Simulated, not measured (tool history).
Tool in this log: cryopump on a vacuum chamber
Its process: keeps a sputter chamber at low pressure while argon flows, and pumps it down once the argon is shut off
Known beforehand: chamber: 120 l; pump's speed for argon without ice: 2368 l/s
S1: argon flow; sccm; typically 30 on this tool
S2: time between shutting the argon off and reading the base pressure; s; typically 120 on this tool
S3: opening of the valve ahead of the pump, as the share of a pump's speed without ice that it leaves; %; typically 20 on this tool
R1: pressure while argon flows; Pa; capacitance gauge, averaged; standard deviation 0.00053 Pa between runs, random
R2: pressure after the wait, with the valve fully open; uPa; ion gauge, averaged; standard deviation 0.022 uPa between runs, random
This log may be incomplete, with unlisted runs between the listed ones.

{"run": 1, "hour": 0.0, "S1": 30, "S2": 120, "S3": 20, "R1": 0.1134, "R2": 1.85}
{"hour": 58.4, "done": "pump warmed up, emptied and cooled again"}
{"run": 2, "hour": 89.2, "S1": 30, "S2": 53, "S3": 20, "R1": 0.1075, "R2": 2.14}
{"run": 3, "hour": 154.4, "S1": 30, "S2": 53, "S3": 20, "R1": 0.1086, "R2": 2.21}
{"hour": 168.7, "done": "leaking fittings of the chamber tightened, without venting"}
{"run": 4, "hour": 227.2, "S1": 27, "S2": 120, "S3": 20, "R1": 0.0985, "R2": 0.57}
{"run": 5, "hour": 277.9, "S1": 27, "S2": 120, "S3": 20, "R1": 0.099, "R2": 0.56}
{"run": 6, "hour": 313.4, "S1": 30, "S2": 120, "S3": 20, "R1": 0.1098, "R2": 0.58}
{"run": 7, "hour": 354.9, "S1": 30, "S2": 56, "S3": 20, "R1": 0.111, "R2": 1.08}
{"run": 8, "hour": 427.8, "S1": 30, "S2": 56, "S3": 20, "R1": 0.1117, "R2": 1.12}
{"run": 9, "hour": 507.9, "S1": 30, "S2": 56, "S3": 20, "R1": 0.1127, "R2": 1.21}
{"run": 10, "hour": 545.2, "S1": 30, "S2": 120, "S3": 20, "R1": 0.1131, "R2": 0.73}
{"run": 11, "hour": 595.4, "S1": 30, "S2": 120, "S3": 20, "R1": 0.1137, "R2": 0.75}
{"run": 12, "hour": 643.2, "S1": 30, "S2": 120, "S3": 20, "R1": 0.115, "R2": 0.81}
{"run": 13, "hour": 698.6, "S1": 30, "S2": 120, "S3": 20, "R1": 0.1158, "R2": 0.83}
{"hour": 710.6, "done": "pump warmed up, emptied and cooled again"}
{"run": 14, "hour": 754.7, "S1": 30, "S2": 120, "S3": 20, "R1": 0.1081, "R2": 0.74}
{"run": 15, "hour": 802.5, "S1": 30, "S2": 120, "S3": 40, "R1": 0.0547, "R2": 0.78}
{"run": 16, "hour": 865.7, "S1": 30, "S2": 120, "S3": 40, "R1": 0.0555, "R2": 0.83}
{"run": 17, "hour": 901.0, "S1": 30, "S2": 120, "S3": 20, "R1": 0.1101, "R2": 0.81}
{"run": 18, "hour": 971.3, "S1": 30, "S2": 120, "S3": 20, "R1": 0.1095, "R2": 0.81}
{"run": 19, "hour": 1023.5, "S1": 49, "S2": 120, "S3": 20, "R1": 0.1814, "R2": 0.87}
{"run": 20, "hour": 1093.3, "S1": 49, "S2": 120, "S3": 20, "R1": 0.1813, "R2": 0.94}
{"run": 21, "hour": 1157.8, "S1": 34, "S2": 130, "S3": 20, "R1": 0.1282, "R2": 0.9}
{"run": 22, "hour": 1202.4, "S1": 34, "S2": 130, "S3": 20, "R1": 0.1287, "R2": 0.99}
{"run": 23, "hour": 1238.5, "S1": 30, "S2": 38, "S3": 20, "R1": 0.1139, "R2": 1.85}
{"run": 24, "hour": 1274.3, "S1": 30, "S2": 38, "S3": 20, "R1": 0.1141, "R2": 1.91}
{"run": 25, "hour": 1326.0, "S1": 26, "S2": 51, "S3": 32, "R1": 0.0647, "R2": 1.62}
{"hour": 1366.4, "done": "pump warmed up, emptied and cooled again"}
{"run": 26, "hour": 1376.4, "S1": 50, "S2": 120, "S3": 15, "R1": 0.2376, "R2": 0.95}
{"run": 27, "hour": 1422.3, "S1": 14, "S2": 196, "S3": 33, "R1": 0.0303, "R2": 0.79}
{"run": 28, "hour": 1459.0, "S1": 14, "S2": 196, "S3": 33, "R1": 0.0309, "R2": 0.83}
{"run": 29, "hour": 1534.3, "S1": 14, "S2": 196, "S3": 33, "R1": 0.031, "R2": 0.89}
{"run": 30, "hour": 1592.9, "S1": 14, "S2": 23, "S3": 29, "R1": 0.0359, "R2": 2.76}
{"run": 31, "hour": 1663.8, "S1": 14, "S2": 23, "S3": 29, "R1": 0.0357, "R2": 2.75}
{"run": 32, "hour": 1732.6, "S1": 30, "S2": 232, "S3": 20, "R1": 0.1119, "R2": 0.92}
{"run": 33, "hour": 1767.6, "S1": 15, "S2": 57, "S3": 21, "R1": 0.0536, "R2": 1.61}
{"run": 34, "hour": 1821.5, "S1": 15, "S2": 57, "S3": 21, "R1": 0.0545, "R2": 1.68}
{"run": 35, "hour": 1887.8, "S1": 15, "S2": 57, "S3": 21, "R1": 0.0538, "R2": 1.74}

Branching from run 35: 3 alternative next runs. What would each branch give?
{"run": "A", "hour": 1935.1, "S1": 26, "S2": 120, "S3": 51, "R1": "?", "R2": "?"}
{"run": "B", "hour": 1935.1, "S1": 15, "S2": 117, "S3": 30, "R1": "?", "R2": "?"}
{"run": "C", "hour": 1935.1, "S1": 30, "S2": 252, "S3": 42, "R1": "?", "R2": "?"}

run=A R1=0.0426 R2=1.32
run=B R1=0.04 R2=1.29
run=C R1=0.058 R2=1.09
Stripped of hidden state, with their random variation kept, the same runs would have yielded:
run=A R1=0.0363 R2=0.53
run=B R1=0.0364 R2=0.52
run=C R1=0.0508 R2=0.3
